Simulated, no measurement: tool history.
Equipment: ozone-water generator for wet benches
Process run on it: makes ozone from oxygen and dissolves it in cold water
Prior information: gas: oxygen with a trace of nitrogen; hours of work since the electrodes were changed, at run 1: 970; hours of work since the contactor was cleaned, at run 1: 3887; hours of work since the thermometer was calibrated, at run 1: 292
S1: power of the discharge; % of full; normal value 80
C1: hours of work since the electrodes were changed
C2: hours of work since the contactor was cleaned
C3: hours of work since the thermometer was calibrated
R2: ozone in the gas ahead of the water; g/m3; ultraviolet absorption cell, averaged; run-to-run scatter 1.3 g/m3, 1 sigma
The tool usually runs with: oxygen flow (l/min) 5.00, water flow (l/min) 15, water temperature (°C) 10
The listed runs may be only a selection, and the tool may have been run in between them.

run 1 day=0.000 | S1=80 oxygen_flow_(l/min)=5.00 water_flow_(l/min)=15 water_temperature_(°C)=10 | C1=970 C2=3887 C3=292 | dissolved_ozone_(ppm)=24.5 R2=227.7
run 2 day=0.604 | S1=80 oxygen_flow_(l/min)=5.00 water_flow_(l/min)=15 water_temperature_(°C)=10 | C1=985 C2=3901 C3=306 | dissolved_ozone_(ppm)=24.3 R2=228.0
run 3 day=1.788 | S1=80 oxygen_flow_(l/min)=5.00 water_flow_(l/min)=15 water_temperature_(°C)=10 | C1=1013 C2=3929 C3=334 | dissolved_ozone_(ppm)=24.4 R2=227.3
run 4 day=2.512 | S1=80 oxygen_flow_(l/min)=5.00 water_flow_(l/min)=15 water_temperature_(°C)=10 | C1=1030 C2=3946 C3=351 | dissolved_ozone_(ppm)=24.4 R2=228.0
run 5 day=3.108 | S1=80 oxygen_flow_(l/min)=5.00 water_flow_(l/min)=15 water_temperature_(°C)=10 | C1=1044 C2=3960 C3=365 | dissolved_ozone_(ppm)=24.4 R2=226.3
run 6 day=4.238 | S1=80 oxygen_flow_(l/min)=5.00 water_flow_(l/min)=15 water_temperature_(°C)=10 | C1=1071 C2=3987 C3=392 | dissolved_ozone_(ppm)=24.3 R2=227.1
run 7 day=5.392 | S1=80 oxygen_flow_(l/min)=3.61 water_flow_(l/min)=15 water_temperature_(°C)=10 | C1=1098 C2=4015 C3=420 | dissolved_ozone_(ppm)=23.7 R2=266.9
run 8 day=5.925 | S1=80 oxygen_flow_(l/min)=3.61 water_flow_(l/min)=15 water_temperature_(°C)=10 | C1=1111 C2=4027 C3=432 | dissolved_ozone_(ppm)=23.4 R2=268.5
run 9 day=6.738 | S1=80 oxygen_flow_(l/min)=3.61 water_flow_(l/min)=15 water_temperature_(°C)=10 | C1=1130 C2=4047 C3=452 | dissolved_ozone_(ppm)=23.4 R2=268.2
run 10 day=7.608 | S1=80 oxygen_flow_(l/min)=3.61 water_flow_(l/min)=15 water_temperature_(°C)=10 | C1=1151 C2=4067 C3=472 | dissolved_ozone_(ppm)=23.3 R2=265.9
run 11 day=8.854 | S1=80 oxygen_flow_(l/min)=3.61 water_flow_(l/min)=15 water_temperature_(°C)=10 | C1=1180 C2=4097 C3=502 | dissolved_ozone_(ppm)=23.1 R2=265.9
run 12 day=9.638 | S1=80 oxygen_flow_(l/min)=2.85 water_flow_(l/min)=15 water_temperature_(°C)=10 | C1=1199 C2=4115 C3=520 | dissolved_ozone_(ppm)=22.8 R2=298.1
run 13 day=10.379 | S1=80 oxygen_flow_(l/min)=5.00 water_flow_(l/min)=19 water_temperature_(°C)=10 | C1=1217 C2=4133 C3=538 | dissolved_ozone_(ppm)=19.8 R2=227.2
run 14 day=11.092 | S1=80 oxygen_flow_(l/min)=5.00 water_flow_(l/min)=15 water_temperature_(°C)=10 | C1=1234 C2=4150 C3=555 | dissolved_ozone_(ppm)=24.0 R2=228.2
run 15 day=12.196 | S1=80 oxygen_flow_(l/min)=5.00 water_flow_(l/min)=15 water_temperature_(°C)=10 | C1=1260 C2=4176 C3=581 | dissolved_ozone_(ppm)=24.1 R2=226.1
-- day=12.475 contactor cleaned
run 16 day=12.958 | S1=80 oxygen_flow_(l/min)=5.00 water_flow_(l/min)=15 water_temperature_(°C)=10 | C1=1274 C2=11 C3=595 | dissolved_ozone_(ppm)=23.6 R2=226.9
run 17 day=14.117 | S1=80 oxygen_flow_(l/min)=5.00 water_flow_(l/min)=15 water_temperature_(°C)=10 | C1=1301 C2=39 C3=623 | dissolved_ozone_(ppm)=24.0 R2=225.5
run 18 day=14.858 | S1=80 oxygen_flow_(l/min)=5.00 water_flow_(l/min)=15 water_temperature_(°C)=10 | C1=1319 C2=57 C3=640 | dissolved_ozone_(ppm)=23.5 R2=227.1
run 19 day=16.083 | S1=91 oxygen_flow_(l/min)=8.96 water_flow_(l/min)=15 water_temperature_(°C)=11 | C1=1348 C2=86 C3=669 | dissolved_ozone_(ppm)=24.6 R2=181.3
run 20 day=17.038 | S1=78 oxygen_flow_(l/min)=5.00 water_flow_(l/min)=15 water_temperature_(°C)=5 | C1=1371 C2=108 C3=692 | dissolved_ozone_(ppm)=25.1 R2=223.2
run 21 day=17.879 | S1=78 oxygen_flow_(l/min)=6.80 water_flow_(l/min)=15 water_temperature_(°C)=5 | C1=1391 C2=128 C3=712 | dissolved_ozone_(ppm)=25.4 R2=190.4
run 22 day=19.025 | S1=80 oxygen_flow_(l/min)=5.00 water_flow_(l/min)=15 water_temperature_(°C)=9 | C1=1418 C2=155 C3=739 | dissolved_ozone_(ppm)=23.8 R2=224.3
run 23 day=19.796 | S1=80 oxygen_flow_(l/min)=2.66 water_flow_(l/min)=15 water_temperature_(°C)=15 | C1=1436 C2=174 C3=758 | dissolved_ozone_(ppm)=20.5 R2=310.2
-- day=20.088 contactor cleaned, once more
run 24 day=20.954 | S1=80 oxygen_flow_(l/min)=2.66 water_flow_(l/min)=15 water_temperature_(°C)=15 | C1=1460 C2=21 C3=781 | dissolved_ozone_(ppm)=22.1 R2=307.9
run 25 day=21.529 | S1=80 oxygen_flow_(l/min)=3.84 water_flow_(l/min)=16 water_temperature_(°C)=15 | C1=1473 C2=34 C3=795 | dissolved_ozone_(ppm)=22.0 R2=255.3
run 26 day=22.167 | S1=80 oxygen_flow_(l/min)=5.00 water_flow_(l/min)=16 water_temperature_(°C)=10 | C1=1488 C2=49 C3=810 | dissolved_ozone_(ppm)=24.2 R2=223.1
run 27 day=23.092 | S1=80 oxygen_flow_(l/min)=5.13 water_flow_(l/min)=16 water_temperature_(°C)=10 | C1=1510 C2=71 C3=832 | dissolved_ozone_(ppm)=24.1 R2=220.1
run 28 day=23.921 | S1=46 oxygen_flow_(l/min)=4.89 water_flow_(l/min)=9 water_temperature_(°C)=7 | C1=1530 C2=91 C3=851 | dissolved_ozone_(ppm)=27.3 R2=164.0
run 29 day=24.800 | S1=46 oxygen_flow_(l/min)=4.89 water_flow_(l/min)=9 water_temperature_(°C)=14 | C1=1551 C2=112 C3=872 | dissolved_ozone_(ppm)=24.4 R2=163.3
run 30 day=26.054 | S1=46 oxygen_flow_(l/min)=4.89 water_flow_(l/min)=9 water_temperature_(°C)=14 | C1=1581 C2=142 C3=902 | dissolved_ozone_(ppm)=24.1 R2=163.1
run 31 day=27.288 | S1=80 oxygen_flow_(l/min)=2.67 water_flow_(l/min)=17 water_temperature_(°C)=10 | C1=1610 C2=171 C3=931 | dissolved_ozone_(ppm)=20.4 R2=308.9
run 32 day=28.088 | S1=48 oxygen_flow_(l/min)=5.00 water_flow_(l/min)=11 water_temperature_(°C)=15 | C1=1629 C2=190 C3=950 | dissolved_ozone_(ppm)=21.5 R2=164.3
run 33 day=29.388 | S1=48 oxygen_flow_(l/min)=5.00 water_flow_(l/min)=11 water_temperature_(°C)=15 | C1=1660 C2=221 C3=981 | dissolved_ozone_(ppm)=21.2 R2=167.1

4 ways to go on from here, each from the tool as it stands after run 33. What would each give?
run A day=29.950 | S1=48 oxygen_flow_(l/min)=5.00 water_flow_(l/min)=11 water_temperature_(°C)=9 | C1=1673 C2=234 C3=995 | dissolved_ozone_(ppm)=? R2=?
run B day=29.950 | S1=80 oxygen_flow_(l/min)=2.94 water_flow_(l/min)=11 water_temperature_(°C)=6 | C1=1673 C2=234 C3=995 | dissolved_ozone_(ppm)=? R2=?
run C day=29.950 | S1=58 oxygen_flow_(l/min)=5.00 water_flow_(l/min)=12 water_temperature_(°C)=18 | C1=1673 C2=234 C3=995 | dissolved_ozone_(ppm)=? R2=?
run D day=29.950 | S1=48 oxygen_flow_(l/min)=6.99 water_flow_(l/min)=11 water_temperature_(°C)=15 | C1=1673 C2=234 C3=995 | dissolved_ozone_(ppm)=? R2=?

run=A dissolved_ozone_(ppm)=23.9 R2=164.5
run=B dissolved_ozone_(ppm)=32.1 R2=287.5
run=C dissolved_ozone_(ppm)=21.4 R2=185.4
run=D dissolved_ozone_(ppm)=20.5 R2=139.7
The same runs, with their run-to-run variation unchanged, on a tool lacking any hidden condition would have given:
run=A dissolved_ozone_(ppm)=24.9 R2=170.6
run=B dissolved_ozone_(ppm)=34.0 R2=302.5
run=C dissolved_ozone_(ppm)=22.5 R2=193.3
run=D dissolved_ozone_(ppm)=21.4 R2=144.9

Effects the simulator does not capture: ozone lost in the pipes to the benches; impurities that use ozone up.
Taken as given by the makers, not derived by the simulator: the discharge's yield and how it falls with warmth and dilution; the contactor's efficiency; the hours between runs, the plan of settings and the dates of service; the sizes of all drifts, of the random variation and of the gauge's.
